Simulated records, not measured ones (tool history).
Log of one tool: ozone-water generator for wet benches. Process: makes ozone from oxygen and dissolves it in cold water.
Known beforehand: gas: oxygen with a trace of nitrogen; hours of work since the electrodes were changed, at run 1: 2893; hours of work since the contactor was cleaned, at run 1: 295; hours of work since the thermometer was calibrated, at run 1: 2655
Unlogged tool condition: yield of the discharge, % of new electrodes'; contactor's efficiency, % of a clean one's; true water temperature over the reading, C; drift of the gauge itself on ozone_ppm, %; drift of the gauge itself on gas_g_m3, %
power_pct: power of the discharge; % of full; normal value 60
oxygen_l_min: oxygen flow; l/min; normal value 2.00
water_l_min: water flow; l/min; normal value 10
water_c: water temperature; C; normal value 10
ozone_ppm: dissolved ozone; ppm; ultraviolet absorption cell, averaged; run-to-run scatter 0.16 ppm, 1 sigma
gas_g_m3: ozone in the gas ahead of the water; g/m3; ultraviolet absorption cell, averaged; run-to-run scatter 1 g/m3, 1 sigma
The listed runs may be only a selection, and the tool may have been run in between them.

run	hour	power_pct	oxygen_l_min	water_l_min	water_c	hours of work since the electrodes were changed	hours of work since the contactor was cleaned	hours of work since the thermometer was calibrated	ozone_ppm	gas_g_m3
1	0.0	60	2.00	10	10	2893	295	2655	19.5	175.9
2	170.6	60	2.00	10	10	3028	430	2789	19.2	174.0
3	357.3	60	2.00	10	10	3175	577	2937	19.5	172.5
4	466.1	60	2.00	10	10	3261	663	3023	19.4	175.1
5	606.5	60	2.00	10	10	3372	774	3133	19.3	173.0
6	776.8	60	2.00	10	15	3506	908	3268	18.0	173.9
7	858.7	60	2.00	10	15	3571	973	3332	18.2	170.8
8	961.9	60	2.00	10	11	3652	1054	3414	19.1	171.8
9	1097.2	60	2.00	10	11	3759	1161	3521	19.2	174.6
# hour 1106.5: water thermometer calibrated
10	1187.1	80	2.00	10	11	3830	1232	64	24.4	220.7
11	1301.0	80	2.00	10	11	3919	1322	154	24.2	218.6
12	1416.0	80	2.00	10	11	4010	1412	244	23.8	218.3
13	1572.2	80	2.00	10	11	4134	1536	368	23.8	219.6
14	1667.1	62	2.00	10	10	4208	1611	443	19.6	175.7
15	1806.5	72	2.26	10	18	4318	1721	553	20.9	190.5
16	1960.1	72	2.26	10	18	4440	1842	674	20.8	188.9
# hour 2085.6: water thermometer calibrated, once more
17	2132.9	61	2.33	6	18	4576	1978	37	25.2	164.2
18	2269.7	42	1.05	10	6	4684	2086	145	11.8	165.2
19	2407.5	42	1.05	10	6	4792	2195	254	11.8	165.8
20	2489.8	60	2.00	8	12	4857	2260	319	22.2	169.9
21	2627.5	47	1.93	6	17	4966	2368	428	20.0	141.1
22	2813.6	47	1.93	6	17	5113	2515	575	20.0	142.5
23	3002.1	60	2.00	10	11	5262	2664	723	18.8	171.6
24	3127.5	71	1.80	13	7	5361	2763	822	17.3	204.8
25	3268.3	50	1.36	10	10	5472	2874	933	14.3	172.2

4 options for the next run, each taken on its own from the tool as it stands now. Forecast them:
A	3403.2	94	1.46	10	10	5578	2980	1040	?	?
B	3403.2	60	1.98	10	10	5578	2980	1040	?	?
C	3403.2	46	2.00	10	10	5578	2980	1040	?	?
D	3403.2	60	1.27	12	8	5578	2980	1040	?	?

run	ozone_ppm	gas_g_m3
A	24.6	279.8
B	18.8	170.2
C	15.1	136.8
D	14.0	205.6
With the hidden condition removed and each run's random variation left untouched, the same runs would have given:
run	ozone_ppm	gas_g_m3
A	27.0	303.0
B	20.2	179.8
C	16.0	142.5
D	15.0	217.3

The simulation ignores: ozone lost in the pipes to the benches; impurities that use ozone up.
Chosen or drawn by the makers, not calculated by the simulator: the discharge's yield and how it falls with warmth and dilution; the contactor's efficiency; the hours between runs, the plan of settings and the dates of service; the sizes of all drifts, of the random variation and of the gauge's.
